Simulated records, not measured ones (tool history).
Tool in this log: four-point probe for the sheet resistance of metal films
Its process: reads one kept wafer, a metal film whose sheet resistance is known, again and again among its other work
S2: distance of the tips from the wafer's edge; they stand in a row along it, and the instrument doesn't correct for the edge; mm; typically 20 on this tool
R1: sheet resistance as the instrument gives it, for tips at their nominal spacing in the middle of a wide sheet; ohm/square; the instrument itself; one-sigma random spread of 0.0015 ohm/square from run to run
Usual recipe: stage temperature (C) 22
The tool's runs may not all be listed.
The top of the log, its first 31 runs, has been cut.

{"run": 32, "hour": 560.8, "stage temperature (C)": 26, "S2": 27, "R1": 7.410511}
{"run": 33, "hour": 577.9, "stage temperature (C)": 26, "S2": 27, "R1": 7.408148}
{"run": 34, "hour": 589.1, "stage temperature (C)": 27, "S2": 20, "R1": 7.407916}
{"run": 35, "hour": 608.9, "stage temperature (C)": 27, "S2": 20, "R1": 7.40764}
{"run": 36, "hour": 629.7, "stage temperature (C)": 26, "S2": 5, "R1": 7.449667}
{"run": 37, "hour": 646.4, "stage temperature (C)": 25, "S2": 24, "R1": 7.415104}
{"run": 38, "hour": 666.7, "stage temperature (C)": 20, "S2": 13, "R1": 7.441026}
{"run": 39, "hour": 678.3, "stage temperature (C)": 20, "S2": 13, "R1": 7.440875}
{"run": 40, "hour": 689.1, "stage temperature (C)": 20, "S2": 13, "R1": 7.438851}
{"run": 41, "hour": 713.3, "stage temperature (C)": 20, "S2": 13, "R1": 7.441791}
{"run": 42, "hour": 731.8, "stage temperature (C)": 25, "S2": 20, "R1": 7.419346}
{"run": 43, "hour": 753.6, "stage temperature (C)": 25, "S2": 70, "R1": 7.415108}
{"run": 44, "hour": 774.2, "stage temperature (C)": 19, "S2": 20, "R1": 7.440463}
{"run": 45, "hour": 788.8, "stage temperature (C)": 19, "S2": 60, "R1": 7.43783}

Predict each of these 3 candidate next runs independently; none follows another, all start after run 45:
{"run": "A", "hour": 804.0, "stage temperature (C)": 22, "S2": 34, "R1": "?"}
{"run": "B", "hour": 804.0, "stage temperature (C)": 31, "S2": 6, "R1": "?"}
{"run": "C", "hour": 804.0, "stage temperature (C)": 19, "S2": 5, "R1": "?"}

run=A R1=7.425352
run=B R1=7.418342
run=C R1=7.480926
What these runs would have given with no unlogged condition in the tool:
run=A R1=7.40697
run=B R1=7.399912
run=C R1=7.462439

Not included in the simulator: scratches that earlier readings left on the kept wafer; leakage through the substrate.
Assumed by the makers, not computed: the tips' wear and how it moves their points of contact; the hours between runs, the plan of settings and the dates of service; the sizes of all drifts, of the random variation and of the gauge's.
